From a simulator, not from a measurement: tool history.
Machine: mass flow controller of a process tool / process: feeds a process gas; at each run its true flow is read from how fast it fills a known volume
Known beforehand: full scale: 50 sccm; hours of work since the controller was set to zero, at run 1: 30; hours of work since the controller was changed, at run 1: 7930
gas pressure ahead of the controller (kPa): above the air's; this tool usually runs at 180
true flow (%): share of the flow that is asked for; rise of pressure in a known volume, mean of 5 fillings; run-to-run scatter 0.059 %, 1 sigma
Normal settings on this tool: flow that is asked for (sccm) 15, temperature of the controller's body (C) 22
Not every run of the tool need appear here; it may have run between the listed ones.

run      day  flow that is asked for (sccm)  gas pressure ahead of the controller (kPa)  temperature of the controller's body (C)  hours of work since the controller was set to zero  hours of work since the controller was changed  true flow (%)
  1        0                             15                                         180                                        22                                                  30                                            7930          99.57
  2    8.192                             15                                         180                                        22                                                 185                                            8084          99.62
  3   19.721                             15                                         180                                        22                                                 402                                            8302          99.54
  4   31.296                             15                                         160                                        22                                                 620                                            8520          99.37
  5   46.625                             15                                         160                                        22                                                 909                                            8809          99.34
  6   54.458                             15                                         266                                        22                                                1057                                            8957          99.85
  7   71.317                             15                                         266                                        22                                                1375                                            9275          99.82
  8   85.296                             15                                         149                                        22                                                1639                                            9538          99.32
  9   96.958                              8                                         178                                        22                                                1858                                            9758          98.51
 10  109.983                              8                                         209                                        35                                                2104                                           10004          97.06
 11  121.183                              8                                         209                                        35                                                2315                                           10215          97.02
 12  137.183                              6                                         174                                        22                                                2617                                           10517          97.65
 13  150.058                              6                                         174                                        22                                                2860                                           10759          97.62
 14  165.596                             41                                         174                                        22                                                3153                                           11052         101.41
     167.275  -- controller exchanged for a calibrated one
 15  176.071                             15                                         180                                        32                                                 166                                             166             97

Forecast each of these 4 alternatives for the next run:
  A  186.917                             15                                         180                                        33                                                 370                                             370              ?
  B  186.917                             23                                         155                                        21                                                 370                                             370              ?
  C  186.917                             13                                         180                                        32                                                 370                                             370              ?
  D  186.917                             15                                         179                                        32                                                 370                                             370              ?

run  true flow (%)
  A          96.98
  B          98.72
  C          96.97
  D          97.05
What these runs would have given with no unlogged condition in the tool:
run  true flow (%)
  A          97.12
  B          98.78
  C          97.14
  D          97.19
